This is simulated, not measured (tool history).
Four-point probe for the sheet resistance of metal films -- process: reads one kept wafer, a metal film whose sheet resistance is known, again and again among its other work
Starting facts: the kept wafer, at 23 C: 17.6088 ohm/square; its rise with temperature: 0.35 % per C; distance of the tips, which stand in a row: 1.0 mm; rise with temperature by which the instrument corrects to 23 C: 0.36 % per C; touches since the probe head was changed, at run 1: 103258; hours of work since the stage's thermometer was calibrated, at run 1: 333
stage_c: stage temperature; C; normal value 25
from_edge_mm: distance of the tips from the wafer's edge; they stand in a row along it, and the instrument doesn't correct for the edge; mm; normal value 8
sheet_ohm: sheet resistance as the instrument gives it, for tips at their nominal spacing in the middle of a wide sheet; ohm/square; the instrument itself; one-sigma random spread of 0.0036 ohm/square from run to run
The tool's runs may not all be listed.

run    hour  stage_c  from_edge_mm  touches since the probe head was changed  hours of work since the stage's thermometer was calibrated  sheet_ohm
  1       0       25             8                                    103258                                                         333   17.75946
  2    53.2       25            19                                    105279                                                         371  17.628309
  3   103.1       25            19                                    107174                                                         407  17.630181
  4   135.6       25            19                                    108406                                                         431  17.629946
  5     198       25            19                                    110777                                                         476   17.62737
  6   240.3       25            19                                    112384                                                         507   17.62753
  7   298.6       25            19                                    114597                                                         549  17.631244
  8     342       25             8                                    116248                                                         580  17.752667
  9   383.9       25             8                                    117839                                                         611   17.75296
 10   444.5       25             8                                    120142                                                         655  17.756426
 11   493.6       25             8                                    122004                                                         690  17.752689
 12   554.6       25             8                                    124322                                                         734  17.756812
 13   622.6       25             8                                    126904                                                         783  17.748654
 14   687.2       25             8                                    129356                                                         830  17.748903
 15   732.5       25             8                                    131079                                                         863  17.755993
 16   793.9       25             8                                    133411                                                         907  17.749612
 17   860.5       25             8                                    135939                                                         956  17.754868
 18   914.4       25             8                                    137988                                                         995  17.750936
 19   957.1       25             3                                    139609                                                        1026   18.59024
 20  1001.5       31             8                                    141294                                                        1058  17.740856
 21  1048.5       31             8                                    143080                                                        1092  17.744449
 22  1112.7       31             8                                    145518                                                        1138  17.738644
 23  1145.6       31            22                                    146769                                                        1162   17.62613
 24  1190.3       24            40                                    148464                                                        1194  17.610901
 25  1218.9       23             5                                    149551                                                        1215  17.971542
 26  1271.4       21             4                                    151546                                                        1253  18.182949
 27  1305.8       20             4                                    152850                                                        1278  18.187166
 28  1356.7       19            10                                    154785                                                        1315  17.704046
 29  1387.4       19            10                                    155950                                                        1337  17.706909
 30    1435       19            10                                    157759                                                        1371   17.70893
 31  1468.9       25             3                                    159045                                                        1396  18.594501

Expected results for the next run?
 32  1526.4       25             3                                    161229                                                        1438          ?

Run 32 yielded sheet_ohm 18.593127 ohm/square.
Without the tool's hidden state the same run would have given sheet_ohm 18.596916 ohm/square.

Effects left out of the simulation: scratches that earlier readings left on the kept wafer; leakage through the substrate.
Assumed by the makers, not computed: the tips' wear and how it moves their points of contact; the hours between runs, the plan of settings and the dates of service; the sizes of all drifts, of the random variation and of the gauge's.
